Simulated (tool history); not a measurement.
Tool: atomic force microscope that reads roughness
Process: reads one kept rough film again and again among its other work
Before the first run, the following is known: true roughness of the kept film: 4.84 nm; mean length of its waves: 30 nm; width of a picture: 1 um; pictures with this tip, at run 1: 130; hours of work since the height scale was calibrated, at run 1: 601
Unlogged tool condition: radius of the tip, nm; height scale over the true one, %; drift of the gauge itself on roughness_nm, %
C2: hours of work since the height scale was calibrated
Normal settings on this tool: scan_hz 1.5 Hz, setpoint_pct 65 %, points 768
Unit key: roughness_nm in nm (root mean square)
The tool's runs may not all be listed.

run 1 hour=0 | scan_hz=1.5 setpoint_pct=65 points=768 | pictures_with_this_tip=130 C2=601 | roughness_nm=3.727
run 2 hour=34.3 | scan_hz=1.5 setpoint_pct=65 points=768 | pictures_with_this_tip=157 C2=617 | roughness_nm=3.596
run 3 hour=75.3 | scan_hz=1.5 setpoint_pct=65 points=768 | pictures_with_this_tip=189 C2=636 | roughness_nm=3.531
-- hour=112 new tip fitted
run 4 hour=129.4 | scan_hz=1.5 setpoint_pct=65 points=768 | pictures_with_this_tip=13 C2=661 | roughness_nm=4.133
run 5 hour=182.9 | scan_hz=1.5 setpoint_pct=65 points=768 | pictures_with_this_tip=55 C2=687 | roughness_nm=3.962
run 6 hour=208.4 | scan_hz=1.5 setpoint_pct=65 points=768 | pictures_with_this_tip=75 C2=699 | roughness_nm=3.867
run 7 hour=245.1 | scan_hz=1.5 setpoint_pct=65 points=768 | pictures_with_this_tip=103 C2=716 | roughness_nm=3.791
run 8 hour=293.8 | scan_hz=1.5 setpoint_pct=65 points=768 | pictures_with_this_tip=141 C2=739 | roughness_nm=3.641
run 9 hour=318.4 | scan_hz=1.5 setpoint_pct=65 points=768 | pictures_with_this_tip=160 C2=750 | roughness_nm=3.601
run 10 hour=352.5 | scan_hz=2.08 setpoint_pct=55 points=282 | pictures_with_this_tip=186 C2=766 | roughness_nm=3.519
run 11 hour=378.8 | scan_hz=2.08 setpoint_pct=55 points=282 | pictures_with_this_tip=207 C2=779 | roughness_nm=3.466
-- hour=389.2 new tip fitted
run 12 hour=402.4 | scan_hz=1.86 setpoint_pct=67 points=768 | pictures_with_this_tip=10 C2=790 | roughness_nm=4.049
run 13 hour=444.2 | scan_hz=1.14 setpoint_pct=84 points=257 | pictures_with_this_tip=42 C2=809 | roughness_nm=3.76
run 14 hour=476.7 | scan_hz=1.14 setpoint_pct=84 points=257 | pictures_with_this_tip=68 C2=825 | roughness_nm=3.624
run 15 hour=514 | scan_hz=0.64 setpoint_pct=65 points=768 | pictures_with_this_tip=97 C2=842 | roughness_nm=3.914
run 16 hour=539.3 | scan_hz=0.84 setpoint_pct=62 points=279 | pictures_with_this_tip=116 C2=854 | roughness_nm=3.828

Branching from run 16: 3 alternative next runs. What would each branch give?
run A hour=586 | scan_hz=0.84 setpoint_pct=72 points=279 | pictures_with_this_tip=152 C2=876 | roughness_nm=?
run B hour=586 | scan_hz=3.44 setpoint_pct=62 points=577 | pictures_with_this_tip=152 C2=876 | roughness_nm=?
run C hour=586 | scan_hz=0.86 setpoint_pct=84 points=581 | pictures_with_this_tip=152 C2=876 | roughness_nm=?

run=A roughness_nm=3.61
run=B roughness_nm=3.444
run=C roughness_nm=3.525
Stripped of hidden state, with their random variation kept, the same runs would have yielded:
run=A roughness_nm=4.132
run=B roughness_nm=3.941
run=C roughness_nm=4.033

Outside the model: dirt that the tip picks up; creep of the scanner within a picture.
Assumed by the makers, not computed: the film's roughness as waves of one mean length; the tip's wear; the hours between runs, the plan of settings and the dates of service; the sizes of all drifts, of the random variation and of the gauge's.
